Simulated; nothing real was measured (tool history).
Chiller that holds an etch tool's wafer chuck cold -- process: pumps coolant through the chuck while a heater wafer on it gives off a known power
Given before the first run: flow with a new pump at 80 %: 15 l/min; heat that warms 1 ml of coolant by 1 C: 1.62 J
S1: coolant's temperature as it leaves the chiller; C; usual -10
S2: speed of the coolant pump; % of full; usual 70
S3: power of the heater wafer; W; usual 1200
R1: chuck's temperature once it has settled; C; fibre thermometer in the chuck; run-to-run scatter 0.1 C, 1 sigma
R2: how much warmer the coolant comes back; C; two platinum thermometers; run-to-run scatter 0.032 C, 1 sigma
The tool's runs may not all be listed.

run	day	S1	S2	S3	R1	R2
1	0.000	-10	70	1200	-2.0	3.46
2	2.554	-10	70	1200	-1.9	3.48
3	4.838	-10	70	1200	-1.8	3.43
4	6.958	-10	96	1200	-3.3	2.50
5	9.012	-10	96	1200	-3.4	2.53
6	11.262	-10	61	1200	-1.0	4.02
7	12.946	-10	70	1200	-1.8	3.50
8	14.462	-10	78	1200	-2.3	3.16
9	15.979	-10	78	1200	-2.5	3.12
10	17.475	-10	78	1200	-2.4	3.13
11	18.838	-10	70	1200	-1.7	3.49
12	20.762	-10	70	1200	-2.0	3.52
13	21.992	-10	70	804	-4.4	2.33
14	24.050	-10	70	1200	-1.6	3.50
15	26.254	-10	70	1200	-1.8	3.48
16	28.200	-10	74	1200	-1.8	3.30
17	30.296	-15	90	849	-10.0	1.89

Run 18 has not been measured yet. What should we expect?
18	32.362	-15	90	849	?	?

Run 18 yielded R1 -10.0 C, R2 1.92 C.
With no hidden state in the tool, this same run would have given R1 -10.4 C, R2 1.87 C.

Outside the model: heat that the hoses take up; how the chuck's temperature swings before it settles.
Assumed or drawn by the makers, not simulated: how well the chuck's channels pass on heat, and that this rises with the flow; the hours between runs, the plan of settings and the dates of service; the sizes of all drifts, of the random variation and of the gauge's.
